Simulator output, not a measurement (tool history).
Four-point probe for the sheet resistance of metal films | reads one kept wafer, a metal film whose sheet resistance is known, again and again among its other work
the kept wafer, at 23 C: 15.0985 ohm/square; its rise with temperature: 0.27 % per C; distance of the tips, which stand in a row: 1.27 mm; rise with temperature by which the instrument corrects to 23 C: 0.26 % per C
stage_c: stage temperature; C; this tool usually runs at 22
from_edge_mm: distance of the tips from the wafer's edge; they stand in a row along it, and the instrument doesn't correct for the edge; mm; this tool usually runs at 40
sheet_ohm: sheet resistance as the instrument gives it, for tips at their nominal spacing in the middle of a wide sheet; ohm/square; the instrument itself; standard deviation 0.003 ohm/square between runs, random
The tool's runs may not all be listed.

run	hour	stage_c	from_edge_mm	sheet_ohm
1	0.0	22	40	15.104748
2	21.4	22	21	15.126985
3	34.7	22	21	15.127406
4	44.5	22	36	15.107981
5	62.1	22	36	15.103800
6	83.1	22	36	15.104830
7	101.3	22	36	15.111205
8	117.4	22	40	15.103299
9	127.1	22	40	15.110305
10	137.2	22	40	15.106283
11	152.7	22	40	15.103127
12	172.5	22	40	15.105057
13	189.8	22	40	15.104258
14	201.3	27	41	15.115815
15	214.3	30	6	15.466805
16	223.5	30	6	15.461646
17	236.6	30	6	15.462632
18	245.9	30	6	15.467862
19	259.4	28	4	15.880410
20	270.7	21	8	15.299632
21	286.2	26	59	15.105314
22	300.8	33	4	15.879020
23	311.0	20	58	15.098452
24	331.7	34	3	16.431603
25	344.2	21	49	15.101589
26	354.4	21	49	15.101270

Here are 4 independent what-if runs from the current tool condition. What would each one return?
A	367.6	21	5	?
B	367.6	21	6	?
C	367.6	27	19	?
D	367.6	22	18	?

run	sheet_ohm
A	15.606699
B	15.453726
C	15.144717
D	15.135903
Take away the tool's hidden state, keep each run's random variation, and the runs would have read:
run	sheet_ohm
A	15.605282
B	15.452321
C	15.143335
D	15.134525
